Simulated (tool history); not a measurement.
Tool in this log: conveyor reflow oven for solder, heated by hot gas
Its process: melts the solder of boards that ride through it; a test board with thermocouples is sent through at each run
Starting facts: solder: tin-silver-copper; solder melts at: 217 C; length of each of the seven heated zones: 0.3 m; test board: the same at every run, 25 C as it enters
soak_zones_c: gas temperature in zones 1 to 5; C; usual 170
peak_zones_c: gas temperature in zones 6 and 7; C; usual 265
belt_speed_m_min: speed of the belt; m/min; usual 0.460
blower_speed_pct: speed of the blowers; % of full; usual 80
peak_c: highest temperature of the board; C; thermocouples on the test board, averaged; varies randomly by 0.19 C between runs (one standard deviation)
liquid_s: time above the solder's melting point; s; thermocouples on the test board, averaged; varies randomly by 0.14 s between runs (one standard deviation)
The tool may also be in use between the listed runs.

run 1 day=0.000 | soak_zones_c=170 peak_zones_c=265 belt_speed_m_min=0.460 blower_speed_pct=80 | peak_c=252.8 liquid_s=59.4
run 2 day=0.375 | soak_zones_c=170 peak_zones_c=265 belt_speed_m_min=0.460 blower_speed_pct=80 | peak_c=252.8 liquid_s=59.2
run 3 day=1.167 | soak_zones_c=170 peak_zones_c=265 belt_speed_m_min=0.460 blower_speed_pct=80 | peak_c=252.8 liquid_s=59.0
run 4 day=1.754 | soak_zones_c=170 peak_zones_c=265 belt_speed_m_min=0.460 blower_speed_pct=80 | peak_c=252.6 liquid_s=58.9
run 5 day=2.421 | soak_zones_c=170 peak_zones_c=265 belt_speed_m_min=0.460 blower_speed_pct=85 | peak_c=253.5 liquid_s=59.9
run 6 day=2.788 | soak_zones_c=176 peak_zones_c=265 belt_speed_m_min=0.460 blower_speed_pct=80 | peak_c=253.4 liquid_s=61.4
-- day=3.038 flux residue cleaned out of gas plates and filters
run 7 day=3.808 | soak_zones_c=176 peak_zones_c=265 belt_speed_m_min=0.460 blower_speed_pct=80 | peak_c=252.6 liquid_s=61.3
run 8 day=4.229 | soak_zones_c=176 peak_zones_c=265 belt_speed_m_min=0.460 blower_speed_pct=80 | peak_c=252.8 liquid_s=60.9
-- day=5.167 flux residue cleaned out of gas plates and filters, once more
run 9 day=5.175 | soak_zones_c=176 peak_zones_c=265 belt_speed_m_min=0.460 blower_speed_pct=80 | peak_c=253.8 liquid_s=62.3
run 10 day=5.717 | soak_zones_c=170 peak_zones_c=265 belt_speed_m_min=0.533 blower_speed_pct=80 | peak_c=249.0 liquid_s=47.8
run 11 day=6.325 | soak_zones_c=170 peak_zones_c=265 belt_speed_m_min=0.460 blower_speed_pct=80 | peak_c=252.9 liquid_s=59.3
run 12 day=7.138 | soak_zones_c=170 peak_zones_c=265 belt_speed_m_min=0.460 blower_speed_pct=80 | peak_c=253.3 liquid_s=59.6
run 13 day=7.833 | soak_zones_c=170 peak_zones_c=265 belt_speed_m_min=0.460 blower_speed_pct=80 | peak_c=253.0 liquid_s=59.7
run 14 day=8.667 | soak_zones_c=170 peak_zones_c=265 belt_speed_m_min=0.460 blower_speed_pct=80 | peak_c=253.0 liquid_s=59.6
run 15 day=9.271 | soak_zones_c=170 peak_zones_c=265 belt_speed_m_min=0.521 blower_speed_pct=80 | peak_c=249.5 liquid_s=49.1
run 16 day=9.800 | soak_zones_c=184 peak_zones_c=258 belt_speed_m_min=0.476 blower_speed_pct=79 | peak_c=247.3 liquid_s=58.6
run 17 day=10.167 | soak_zones_c=184 peak_zones_c=258 belt_speed_m_min=0.476 blower_speed_pct=79 | peak_c=247.1 liquid_s=58.3
run 18 day=10.696 | soak_zones_c=170 peak_zones_c=254 belt_speed_m_min=0.460 blower_speed_pct=80 | peak_c=242.7 liquid_s=51.7
run 19 day=11.175 | soak_zones_c=158 peak_zones_c=274 belt_speed_m_min=0.460 blower_speed_pct=80 | peak_c=259.2 liquid_s=59.2
run 20 day=11.675 | soak_zones_c=172 peak_zones_c=261 belt_speed_m_min=0.484 blower_speed_pct=74 | peak_c=246.8 liquid_s=52.0
run 21 day=12.488 | soak_zones_c=179 peak_zones_c=265 belt_speed_m_min=0.460 blower_speed_pct=80 | peak_c=253.4 liquid_s=63.2
run 22 day=13.275 | soak_zones_c=179 peak_zones_c=265 belt_speed_m_min=0.460 blower_speed_pct=80 | peak_c=253.6 liquid_s=63.0
run 23 day=13.638 | soak_zones_c=170 peak_zones_c=265 belt_speed_m_min=0.384 blower_speed_pct=88 | peak_c=257.4 liquid_s=76.8
run 24 day=14.000 | soak_zones_c=171 peak_zones_c=265 belt_speed_m_min=0.527 blower_speed_pct=80 | peak_c=249.0 liquid_s=48.2
run 25 day=14.471 | soak_zones_c=171 peak_zones_c=265 belt_speed_m_min=0.527 blower_speed_pct=80 | peak_c=248.6 liquid_s=48.2
run 26 day=15.321 | soak_zones_c=171 peak_zones_c=265 belt_speed_m_min=0.527 blower_speed_pct=80 | peak_c=248.7 liquid_s=48.1
-- day=15.650 flux residue cleaned out of gas plates and filters
run 27 day=16.233 | soak_zones_c=171 peak_zones_c=265 belt_speed_m_min=0.527 blower_speed_pct=80 | peak_c=249.5 liquid_s=49.2
run 28 day=16.938 | soak_zones_c=171 peak_zones_c=265 belt_speed_m_min=0.527 blower_speed_pct=80 | peak_c=249.4 liquid_s=48.9
run 29 day=17.442 | soak_zones_c=171 peak_zones_c=265 belt_speed_m_min=0.527 blower_speed_pct=80 | peak_c=249.3 liquid_s=48.6
run 30 day=17.792 | soak_zones_c=171 peak_zones_c=255 belt_speed_m_min=0.527 blower_speed_pct=67 | peak_c=237.4 liquid_s=37.9

Here are 3 independent what-if runs from the current tool condition. What would each one return?
run A day=18.654 | soak_zones_c=164 peak_zones_c=255 belt_speed_m_min=0.482 blower_speed_pct=86 | peak_c=? liquid_s=?
run B day=18.654 | soak_zones_c=171 peak_zones_c=255 belt_speed_m_min=0.408 blower_speed_pct=67 | peak_c=? liquid_s=?
run C day=18.654 | soak_zones_c=170 peak_zones_c=265 belt_speed_m_min=0.460 blower_speed_pct=62 | peak_c=? liquid_s=?

run=A peak_c=242.7 liquid_s=47.5
run=B peak_c=244.3 liquid_s=60.3
run=C peak_c=249.1 liquid_s=55.1
Without the tool's unlogged condition, the same runs would have read:
run=A peak_c=244.0 liquid_s=48.4
run=B peak_c=245.6 liquid_s=61.1
run=C peak_c=250.4 liquid_s=55.7

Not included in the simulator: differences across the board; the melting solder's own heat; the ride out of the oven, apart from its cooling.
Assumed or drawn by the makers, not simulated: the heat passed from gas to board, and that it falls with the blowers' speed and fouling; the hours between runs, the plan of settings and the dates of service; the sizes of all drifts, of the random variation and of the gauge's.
